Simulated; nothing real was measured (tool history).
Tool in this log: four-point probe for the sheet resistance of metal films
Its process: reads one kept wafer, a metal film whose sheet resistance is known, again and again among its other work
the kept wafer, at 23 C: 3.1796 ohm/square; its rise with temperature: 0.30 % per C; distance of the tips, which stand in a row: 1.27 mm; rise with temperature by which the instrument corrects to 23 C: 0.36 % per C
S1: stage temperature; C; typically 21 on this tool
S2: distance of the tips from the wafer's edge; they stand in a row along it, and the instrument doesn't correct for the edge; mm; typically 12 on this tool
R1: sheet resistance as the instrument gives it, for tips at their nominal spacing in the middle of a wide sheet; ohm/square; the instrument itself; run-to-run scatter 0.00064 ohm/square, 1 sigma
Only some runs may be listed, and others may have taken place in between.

| run | hour | S1 | S2 | R1 |
|---|---|---|---|---|
| 1 | 0.0 | 21 | 12 | 3.177248 |
| 2 | 83.1 | 21 | 4 | 3.319538 |
| 3 | 149.5 | 20 | 4 | 3.321536 |
| 4 | 249.4 | 21 | 12 | 3.174030 |
| 5 | 315.4 | 21 | 37 | 3.156523 |
| 6 | 390.2 | 21 | 37 | 3.156048 |
| 7 | 433.4 | 21 | 37 | 3.155800 |
| 8 | 520.7 | 18 | 12 | 3.177084 |
| 9 | 614.7 | 30 | 12 | 3.154235 |
| 10 | 703.8 | 21 | 6 | 3.226622 |
| 11 | 798.7 | 21 | 12 | 3.170370 |
| 12 | 904.5 | 21 | 12 | 3.168359 |
| 13 | 986.4 | 21 | 12 | 3.166649 |
| 14 | 1049.5 | 21 | 19 | 3.156599 |
| 15 | 1130.8 | 21 | 19 | 3.156272 |
| 16 | 1198.3 | 21 | 19 | 3.155787 |
| 17 | 1299.3 | 21 | 12 | 3.165458 |
|  | 1340.8 | stage's thermometer calibrated |
| 18 | 1401.7 | 21 | 12 | 3.165146 |
| 19 | 1460.0 | 21 | 12 | 3.164532 |
| 20 | 1542.8 | 25 | 26 | 3.141514 |
| 21 | 1620.3 | 25 | 26 | 3.140947 |
|  | 1630.9 | stage's thermometer calibrated, once more |
| 22 | 1685.8 | 29 | 18 | 3.135980 |
| 23 | 1732.6 | 29 | 18 | 3.135746 |
| 24 | 1804.5 | 29 | 18 | 3.135452 |
| 25 | 1907.7 | 29 | 18 | 3.134170 |
| 26 | 1959.3 | 20 | 18 | 3.150503 |
| 27 | 2045.5 | 22 | 41 | 3.139763 |
| 28 | 2129.9 | 19 | 4 | 3.305574 |
|  | 2147.1 | new probe head fitted |
| 29 | 2228.9 | 19 | 4 | 3.359528 |
| 30 | 2304.4 | 19 | 4 | 3.358685 |
| 31 | 2372.9 | 21 | 3 | 3.470867 |
| 32 | 2419.5 | 26 | 44 | 3.181717 |
| 33 | 2495.6 | 24 | 62 | 3.183243 |
| 34 | 2563.1 | 27 | 18 | 3.186607 |
| 35 | 2608.3 | 27 | 18 | 3.185703 |
| 36 | 2657.2 | 27 | 12 | 3.196352 |
| 37 | 2761.4 | 27 | 12 | 3.195434 |

Consider 4 possible next runs. They are alternatives, not a sequence: every one starts from the tool as it was left by run 37. What does each give?
| A | 2811.8 | 21 | 4 | ? |
| B | 2811.8 | 34 | 12 | ? |
| C | 2811.8 | 24 | 12 | ? |
| D | 2811.8 | 27 | 28 | ? |

| run | R1 |
|---|---|
| A | 3.349766 |
| B | 3.180442 |
| C | 3.199540 |
| D | 3.178893 |
With no hidden state in the tool, these same runs would have given:
| run | R1 |
|---|---|
| A | 3.346155 |
| B | 3.177051 |
| C | 3.196093 |
| D | 3.175479 |
